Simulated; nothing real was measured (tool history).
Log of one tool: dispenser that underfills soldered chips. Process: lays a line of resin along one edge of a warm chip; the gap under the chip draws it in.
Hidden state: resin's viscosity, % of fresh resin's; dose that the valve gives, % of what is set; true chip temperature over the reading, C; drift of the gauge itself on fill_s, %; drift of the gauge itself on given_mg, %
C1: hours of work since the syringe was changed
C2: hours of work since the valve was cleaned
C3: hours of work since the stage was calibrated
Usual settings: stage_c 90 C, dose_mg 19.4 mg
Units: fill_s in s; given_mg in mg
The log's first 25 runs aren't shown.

run 26 hour=160.5 | stage_c=86 dose_mg=22.8 | C1=9 C2=40 C3=15 | fill_s=298.0 given_mg=22.51
-- hour=163.9 new syringe of resin
run 27 hour=168.2 | stage_c=77 dose_mg=18.6 | C1=3 C2=46 C3=21 | fill_s=300.2 given_mg=18.35
run 28 hour=175.0 | stage_c=105 dose_mg=23.5 | C1=9 C2=52 C3=26 | fill_s=174.8 given_mg=23.01
-- hour=179.1 new syringe of resin
run 29 hour=183.0 | stage_c=88 dose_mg=20.6 | C1=3 C2=58 C3=32 | fill_s=210.4 given_mg=20.10
run 30 hour=188.8 | stage_c=88 dose_mg=20.6 | C1=8 C2=62 C3=37 | fill_s=267.6 given_mg=20.21
-- hour=194.5 new syringe of resin
run 31 hour=196.8 | stage_c=77 dose_mg=21.9 | C1=2 C2=69 C3=43 | fill_s=280.3 given_mg=21.20
run 32 hour=202.5 | stage_c=77 dose_mg=21.9 | C1=6 C2=73 C3=48 | fill_s=345.8 given_mg=21.34
run 33 hour=208.2 | stage_c=93 dose_mg=24.5 | C1=11 C2=78 C3=52 | fill_s=263.1 given_mg=23.93
-- hour=209.7 new syringe of resin
run 34 hour=215.3 | stage_c=90 dose_mg=22.9 | C1=4 C2=83 C3=57 | fill_s=210.7 given_mg=22.27
run 35 hour=219.0 | stage_c=103 dose_mg=18.6 | C1=7 C2=86 C3=60 | fill_s=170.0 given_mg=18.05
-- hour=225.2 new syringe of resin
run 36 hour=227.4 | stage_c=87 dose_mg=23.7 | C1=2 C2=92 C3=67 | fill_s=202.2 given_mg=23.04

Forecast each of these 4 alternatives for the next run:
run A hour=231.3 | stage_c=104 dose_mg=16.9 | C1=5 C2=96 C3=70 | fill_s=? given_mg=?
run B hour=231.3 | stage_c=97 dose_mg=23.2 | C1=5 C2=96 C3=70 | fill_s=? given_mg=?
run C hour=231.3 | stage_c=101 dose_mg=19.4 | C1=5 C2=96 C3=70 | fill_s=? given_mg=?
run D hour=231.3 | stage_c=90 dose_mg=23.1 | C1=5 C2=96 C3=70 | fill_s=? given_mg=?

run=A fill_s=152.9 given_mg=16.31
run=B fill_s=178.2 given_mg=22.52
run=C fill_s=160.2 given_mg=18.77
run=D fill_s=220.7 given_mg=22.32
Without the tool's hidden state the same runs would have given:
run=A fill_s=119.6 given_mg=16.85
run=B fill_s=140.4 given_mg=23.26
run=C fill_s=125.8 given_mg=19.39
run=D fill_s=173.9 given_mg=23.06
